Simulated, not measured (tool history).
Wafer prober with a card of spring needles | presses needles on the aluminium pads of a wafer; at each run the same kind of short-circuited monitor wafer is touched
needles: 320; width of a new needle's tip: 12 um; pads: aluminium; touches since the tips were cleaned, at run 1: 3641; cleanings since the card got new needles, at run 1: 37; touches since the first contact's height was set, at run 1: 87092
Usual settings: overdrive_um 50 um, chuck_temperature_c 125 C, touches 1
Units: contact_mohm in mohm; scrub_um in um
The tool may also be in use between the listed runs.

run   hour  overdrive_um  chuck_temperature_c  touches  touches since the tips were cleaned  cleanings since the card got new needles  touches since the first contact's height was set  contact_mohm  scrub_um
  1      0            50                  125        1                                 3641                                        37                                             87092           265     10.52
      13.5  -- tips cleaned on abrasive film
  2   32.8            50                  125        1                                 5398                                        38                                             96255           394      10.5
      42.6  -- tips cleaned on abrasive film
  3   64.7            50                  125        1                                 6180                                        39                                            105160           313     10.55
        71  -- tips cleaned on abrasive film
      98.2  -- tips cleaned on abrasive film
  4  102.7            50                  125        1                                 1265                                        41                                            115755           215     10.45
     125.8  -- tips cleaned on abrasive film
  5  142.1            50                  125        1                                 4581                                        42                                            126757           298     10.59
     152.4  -- tips cleaned on abrasive film
  6  169.3            50                  125        1                                 4752                                        43                                            134354           309     10.44
       180  -- tips cleaned on abrasive film
     205.1  -- tips cleaned on abrasive film, once more
  7  207.1            50                  125        1                                  559                                        45                                            144871           161     10.35
  8    231            50                  125        1                                 7246                                        45                                            151558           338     10.38
     233.8  -- tips cleaned on abrasive film
     261.7  -- tips cleaned on abrasive film
  9  268.9            50                  125        1                                 2020                                        47                                            162127           237     10.45
     288.5  -- tips cleaned on abrasive film
 10  293.9            50                  125        1                                 1532                                        48                                            169109           213     10.34
     314.7  -- tips cleaned on abrasive film
 11  325.4            50                  125        1                                 2993                                        49                                            177885           270     10.27
     343.1  -- tips cleaned on abrasive film
 12    349            50                  125        1                                 1648                                        50                                            184464           224     10.34
     371.5  -- tips cleaned on abrasive film
 13  377.8            50                  125        1                                 1738                                        51                                            192500           228     10.47
     399.8  -- tips cleaned on abrasive film
 14  413.9            50                  125        1                                 3951                                        52                                            202591           292     10.34
     427.1  -- tips cleaned on abrasive film
 15  440.5            50                  125        1                                 3771                                        53                                            210031           295     10.37
     455.5  -- tips cleaned on abrasive film
 16  463.8            43                  125        3                                 2320                                        54                                            216508           187      8.77
     484.6  -- tips cleaned on abrasive film
     500.1  -- height of the first contact set anew
 17  505.4            50                  125        3                                 5746                                        55                                              1501           194     10.74
     511.8  -- tips cleaned on abrasive film
     538.7  -- tips cleaned on abrasive film
 18  538.7            50                  107        1                                    0                                        57                                             10774           147     10.69
 19  559.7            48                   73        1                                 5876                                        57                                             16650           337     10.25
     567.1  -- tips cleaned on abrasive film
 20  587.2            48                   73        1                                 5630                                        58                                             24323           344     10.28
     593.6  -- tips cleaned on abrasive film
     621.1  -- tips cleaned on abrasive film
 21  626.9            41                   73        2                                 1613                                        60                                             35374           198      8.62
     647.5  -- tips cleaned on abrasive film
 22  661.4            41                   73        2                                 3872                                        61                                             45011           271      8.68
     677.5  -- tips cleaned on abrasive film
 23    699            36                  109        1                                 6022                                        62                                             55510           485      7.53
     705.2  -- tips cleaned on abrasive film
 24  726.4            36                  109        1                                 5925                                        63                                             63169           487      7.54
     731.4  -- tips cleaned on abrasive film
     760.3  -- tips cleaned on abrasive film
 25  765.8            42                  120        2                                 1536                                        65                                             74151           202      8.84
     786.4  -- tips cleaned on abrasive film
 26  809.6            39                  114        3                                 6490                                        66                                             86385           246      8.26
     815.4  -- tips cleaned on abrasive film
     841.7  -- tips cleaned on abrasive film
 27  849.5            56                  125        1                                 2171                                        68                                             97501           213     11.84

5 ways to go on from here, each from the tool as it stands after run 27. What would each give?
     868.4  -- tips cleaned on abrasive film
  A  868.4            51                   72        1                                    0                                        69                                            102770             ?         ?
     868.4  -- tips cleaned on abrasive film
  B  868.4            47                  125        1                                    0                                        69                                            102770             ?         ?
     868.4  -- tips cleaned on abrasive film
  C  868.4            41                  125        1                                    0                                        69                                            102770             ?         ?
     868.4  -- tips cleaned on abrasive film
  D  868.4            39                   84        3                                    0                                        69                                            102770             ?         ?
     868.4  -- tips cleaned on abrasive film
  E  868.4            50                  125        2                                    0                                        69                                            102770             ?         ?

run  contact_mohm  scrub_um
  A           145     10.63
  B           158      9.97
  C           166      8.63
  D           143      8.14
  E           142     10.53
Without the tool's hidden state the same runs would have given:
run  contact_mohm  scrub_um
  A           120     10.82
  B           131     10.17
  C           133      8.82
  D           127      8.33
  E           127     10.73

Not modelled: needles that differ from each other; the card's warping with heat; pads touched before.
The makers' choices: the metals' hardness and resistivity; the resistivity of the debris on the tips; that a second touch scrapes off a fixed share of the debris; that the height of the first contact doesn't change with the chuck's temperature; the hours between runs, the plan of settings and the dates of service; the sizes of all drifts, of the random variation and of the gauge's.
